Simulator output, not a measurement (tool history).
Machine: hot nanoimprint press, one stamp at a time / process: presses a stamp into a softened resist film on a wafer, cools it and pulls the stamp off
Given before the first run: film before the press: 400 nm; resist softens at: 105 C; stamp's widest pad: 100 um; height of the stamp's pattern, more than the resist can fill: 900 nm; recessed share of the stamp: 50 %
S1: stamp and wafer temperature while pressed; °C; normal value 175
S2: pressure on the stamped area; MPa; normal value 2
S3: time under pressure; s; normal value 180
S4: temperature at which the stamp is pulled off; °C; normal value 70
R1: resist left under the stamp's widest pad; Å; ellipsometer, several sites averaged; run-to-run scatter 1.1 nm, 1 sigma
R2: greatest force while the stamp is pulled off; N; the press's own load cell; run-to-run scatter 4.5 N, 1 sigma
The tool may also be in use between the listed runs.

| run | hour | S1 | S2 | S3 | S4 | R1 | R2 |
|---|---|---|---|---|---|---|---|
| 1 | 0 | 175 | 2 | 180 | 70 | 1750 | 236 |
| 2 | 8.3 | 175 | 2 | 180 | 67 | 1772 | 252 |
| 3 | 24 | 175 | 2 | 180 | 67 | 1765 | 248 |
| 4 | 34 | 175 | 2 | 180 | 67 | 1761 | 247 |
| 5 | 44.5 | 175 | 2 | 180 | 67 | 1734 | 257 |
| 6 | 56.9 | 175 | 2 | 180 | 67 | 1750 | 257 |
| 7 | 75.2 | 175 | 2 | 180 | 67 | 1778 | 266 |
| 8 | 90 | 175 | 2 | 180 | 67 | 1771 | 272 |
| 9 | 103.2 | 175 | 2 | 180 | 67 | 1780 | 276 |
| 10 | 119.3 | 175 | 2 | 180 | 67 | 1772 | 274 |
|  | 126.2 | plate thermocouple calibrated |
| 11 | 138.1 | 175 | 2 | 180 | 67 | 1880 | 291 |
| 12 | 151.2 | 175 | 2 | 180 | 67 | 1870 | 294 |
| 13 | 160.2 | 175 | 2 | 328 | 70 | 1487 | 274 |
| 14 | 179.2 | 175 | 2 | 328 | 70 | 1486 | 277 |
| 15 | 193.6 | 175 | 2 | 109 | 70 | 2254 | 292 |
| 16 | 208.7 | 175 | 2.56 | 109 | 70 | 2050 | 299 |
|  | 220.4 | plate thermocouple calibrated, once more |
| 17 | 230 | 180 | 2.56 | 314 | 74 | 848 | 260 |
| 18 | 241.5 | 180 | 2.56 | 314 | 73 | 847 | 263 |
| 19 | 260.8 | 180 | 2.56 | 314 | 73 | 845 | 279 |
| 20 | 273.4 | 175 | 1.44 | 307 | 70 | 1465 | 300 |
| 21 | 289.5 | 175 | 1.44 | 143 | 70 | 1990 | 305 |
| 22 | 303.3 | 185 | 1.76 | 349 | 74 | 745 | 271 |
| 23 | 321.9 | 185 | 1.76 | 349 | 74 | 744 | 290 |
| 24 | 334.3 | 185 | 1.76 | 349 | 74 | 760 | 290 |
| 25 | 343.5 | 185 | 1.76 | 349 | 74 | 760 | 298 |
| 26 | 354 | 171 | 1.34 | 172 | 75 | 2338 | 287 |
| 27 | 370.4 | 168 | 3.16 | 98 | 66 | 2358 | 340 |

Predict each of these 3 candidate next runs independently; none follows another, all start after run 27:
| A | 385.8 | 175 | 2 | 180 | 75 | ? | ? |
| B | 385.8 | 175 | 2 | 109 | 61 | ? | ? |
| C | 385.8 | 176 | 3.16 | 98 | 66 | ? | ? |

| run | R1 | R2 |
|---|---|---|
| A | 1632 | 312 |
| B | 1953 | 387 |
| C | 1650 | 354 |
Without the tool's hidden state the same runs would have given:
| run | R1 | R2 |
|---|---|---|
| A | 1586 | 208 |
| B | 1902 | 259 |
| C | 1592 | 236 |
